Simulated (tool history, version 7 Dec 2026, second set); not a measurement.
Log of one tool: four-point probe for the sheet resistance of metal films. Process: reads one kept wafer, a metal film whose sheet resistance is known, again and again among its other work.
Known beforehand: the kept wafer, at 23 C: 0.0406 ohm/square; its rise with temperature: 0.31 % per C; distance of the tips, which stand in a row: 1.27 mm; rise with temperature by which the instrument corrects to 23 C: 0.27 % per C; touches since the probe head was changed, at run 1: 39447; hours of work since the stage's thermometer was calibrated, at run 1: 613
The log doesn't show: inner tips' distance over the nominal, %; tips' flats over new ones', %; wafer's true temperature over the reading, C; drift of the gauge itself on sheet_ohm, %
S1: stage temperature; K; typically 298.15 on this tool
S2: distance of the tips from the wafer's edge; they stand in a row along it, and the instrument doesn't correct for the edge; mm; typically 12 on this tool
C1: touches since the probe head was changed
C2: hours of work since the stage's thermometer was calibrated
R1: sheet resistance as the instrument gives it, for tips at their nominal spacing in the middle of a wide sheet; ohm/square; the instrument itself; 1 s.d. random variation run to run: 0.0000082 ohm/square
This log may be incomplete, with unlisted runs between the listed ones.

run   hour      S1  S2     C1   C2        R1
  1      0  298.15  12  39447  613  0.040877
  2   30.2  298.15   3  40898  637  0.044183
  3   53.9  308.15  12  42035  656  0.041058
  4   74.2  298.15  12  43008  672  0.040892
  5   93.5  298.15  12  43934  687  0.040895
  6  119.1  298.15  12  45161  707  0.040899
  7  145.8  298.15  12  46440  728  0.040896
  8  175.6  298.15  12  47870  752   0.04089
  9  202.4  298.15  12  49155  773  0.040896
 10  227.3  307.15  62  50351  793  0.040807

Predict the results of run 11:
 11  259.3  305.15  75  51885  819   ?

R1: 0.040755 ohm/square
On a tool with no hidden condition, and with the same random variation, this run would have come out at R1 0.040744 ohm/square.

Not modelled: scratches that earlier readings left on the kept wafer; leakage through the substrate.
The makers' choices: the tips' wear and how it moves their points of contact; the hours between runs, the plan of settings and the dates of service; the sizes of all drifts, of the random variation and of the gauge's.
